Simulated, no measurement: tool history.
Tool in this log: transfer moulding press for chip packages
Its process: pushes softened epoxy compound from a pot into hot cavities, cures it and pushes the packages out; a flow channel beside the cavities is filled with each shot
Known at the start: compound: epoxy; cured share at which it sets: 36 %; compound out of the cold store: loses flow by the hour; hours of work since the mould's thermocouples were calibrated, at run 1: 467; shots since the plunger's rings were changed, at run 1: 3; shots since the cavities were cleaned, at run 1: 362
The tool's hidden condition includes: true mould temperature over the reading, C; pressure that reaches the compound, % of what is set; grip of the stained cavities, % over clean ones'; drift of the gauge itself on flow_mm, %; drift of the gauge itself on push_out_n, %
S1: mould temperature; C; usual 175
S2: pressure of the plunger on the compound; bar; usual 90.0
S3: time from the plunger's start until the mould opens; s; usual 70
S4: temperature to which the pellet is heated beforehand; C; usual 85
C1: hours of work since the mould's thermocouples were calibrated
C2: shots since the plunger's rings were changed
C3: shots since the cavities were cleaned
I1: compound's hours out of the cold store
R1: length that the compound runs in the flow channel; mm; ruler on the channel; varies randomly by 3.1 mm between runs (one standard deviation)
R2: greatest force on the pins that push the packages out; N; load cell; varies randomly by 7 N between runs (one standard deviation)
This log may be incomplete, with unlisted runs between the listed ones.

run,day,S1,S2,S3,S4,C1,C2,C3,I1,R1,R2
1,0.000,175,90.0,70,85,467,3,362,38.5,530,554
# day 0.612: cavities cleaned with cleaning compound and waxed
# day 1.992: cavities cleaned with cleaning compound and waxed
2,3.246,175,90.0,70,85,518,1147,460,22.9,548,598
# day 3.512: cavities cleaned with cleaning compound and waxed
# day 5.012: cavities cleaned with cleaning compound and waxed
3,5.146,175,90.0,70,85,547,1798,49,34.3,518,347
# day 6.708: cavities cleaned with cleaning compound and waxed
4,7.788,175,90.0,70,85,590,2743,396,27.7,526,575
# day 8.408: cavities cleaned with cleaning compound and waxed
# day 9.796: cavities cleaned with cleaning compound and waxed
# day 10.229: plunger's sealing rings changed
# day 11.438: cavities cleaned with cleaning compound and waxed
5,11.592,175,90.0,70,85,647,476,56,35.9,532,367
# day 12.896: cavities cleaned with cleaning compound and waxed
# day 14.538: cavities cleaned with cleaning compound and waxed
6,15.521,175,90.0,70,85,709,1870,360,47.1,502,554
# day 16.150: cavities cleaned with cleaning compound and waxed
# day 17.533: cavities cleaned with cleaning compound and waxed
7,17.533,175,90.0,70,85,740,2562,0,47.4,494,303
# day 19.108: cavities cleaned with cleaning compound and waxed
# day 20.196: plunger's sealing rings changed
# day 20.721: cavities cleaned with cleaning compound and waxed
8,20.871,175,90.0,70,85,791,224,55,28.1,553,373
# day 22.317: cavities cleaned with cleaning compound and waxed
# day 23.642: mould's thermocouples calibrated
# day 23.938: cavities cleaned with cleaning compound and waxed
9,23.938,175,72.3,70,85,4,1272,0,24.1,490,279
# day 25.567: cavities cleaned with cleaning compound and waxed
# day 26.975: cavities cleaned with cleaning compound and waxed
10,27.246,175,72.3,70,85,56,2439,101,12.7,494,402
# day 28.400: cavities cleaned with cleaning compound and waxed
# day 29.888: cavities cleaned with cleaning compound and waxed
# day 30.446: plunger's sealing rings changed
11,30.542,175,90.0,70,85,106,35,203,19.7,559,461
# day 31.417: cavities cleaned with cleaning compound and waxed
# day 33.033: cavities cleaned with cleaning compound and waxed
# day 34.433: cavities cleaned with cleaning compound and waxed
12,34.942,175,90.0,70,85,175,1577,186,45.6,499,428
# day 35.812: cavities cleaned with cleaning compound and waxed
13,36.742,181,90.0,80,78,204,2215,342,13.9,544,364
# day 37.317: cavities cleaned with cleaning compound and waxed
# day 38.758: cavities cleaned with cleaning compound and waxed
14,39.179,181,87.9,104,85,242,3061,154,21.5,516,297
# day 40.350: plunger's sealing rings changed
# day 40.412: cavities cleaned with cleaning compound and waxed
# day 41.804: cavities cleaned with cleaning compound and waxed
# day 43.396: cavities cleaned with cleaning compound and waxed
15,43.729,181,87.9,104,85,311,1170,122,45.7,496,258
# day 44.904: cavities cleaned with cleaning compound and waxed
# day 46.338: cavities cleaned with cleaning compound and waxed
16,46.533,175,89.9,53,84,355,2151,71,27.2,532,694
# day 47.946: cavities cleaned with cleaning compound and waxed
# day 49.458: cavities cleaned with cleaning compound and waxed
# day 50.512: plunger's sealing rings changed
17,50.742,175,89.9,53,84,421,85,433,39.4,528,1034
# day 51.092: cavities cleaned with cleaning compound and waxed
# day 52.462: cavities cleaned with cleaning compound and waxed
# day 53.979: cavities cleaned with cleaning compound and waxed
18,54.942,181,97.2,74,84,486,1555,353,37.8,532,380
# day 55.608: cavities cleaned with cleaning compound and waxed
# day 57.304: cavities cleaned with cleaning compound and waxed
# day 58.896: cavities cleaned with cleaning compound and waxed
19,59.271,167,109.6,70,82,554,3072,138,28.2,591,778
# day 60.575: plunger's sealing rings changed
# day 60.638: cavities cleaned with cleaning compound and waxed
20,61.283,172,70.4,70,82,584,237,237,15.1,511,652
# day 62.196: cavities cleaned with cleaning compound and waxed
# day 63.571: cavities cleaned with cleaning compound and waxed
21,64.504,183,90.0,51,85,635,1370,341,12.9,551,722
# day 65.108: cavities cleaned with cleaning compound and waxed
# day 66.612: cavities cleaned with cleaning compound and waxed
# day 68.175: cavities cleaned with cleaning compound and waxed
22,68.925,175,90.0,110,81,705,2922,275,20.7,530,351
# day 69.804: cavities cleaned with cleaning compound and waxed
# day 70.683: plunger's sealing rings changed
# day 71.288: cavities cleaned with cleaning compound and waxed
23,71.983,170,89.3,75,81,751,455,256,46.3,517,607

Consider 3 possible next runs. They are alternatives, not a sequence: every one starts from the tool as it was left by run 23. What does each give?
# day 72.888: cavities cleaned with cleaning compound and waxed
# day 74.262: cavities cleaned with cleaning compound and waxed
# day 75.804: cavities cleaned with cleaning compound and waxed
A,76.404,170,93.2,93,85,820,2005,220,38.8,?,?
# day 72.888: cavities cleaned with cleaning compound and waxed
# day 74.262: cavities cleaned with cleaning compound and waxed
# day 75.804: cavities cleaned with cleaning compound and waxed
B,76.404,177,91.4,75,86,820,2005,220,30.3,?,?
# day 72.888: cavities cleaned with cleaning compound and waxed
# day 74.262: cavities cleaned with cleaning compound and waxed
# day 75.804: cavities cleaned with cleaning compound and waxed
C,76.404,170,104.7,70,77,820,2005,220,39.1,?,?

run,R1,R2
A,525,409
B,532,382
C,557,714
Without the tool's unlogged condition, the same runs would have read:
run,R1,R2
A,542,231
B,549,213
C,575,382

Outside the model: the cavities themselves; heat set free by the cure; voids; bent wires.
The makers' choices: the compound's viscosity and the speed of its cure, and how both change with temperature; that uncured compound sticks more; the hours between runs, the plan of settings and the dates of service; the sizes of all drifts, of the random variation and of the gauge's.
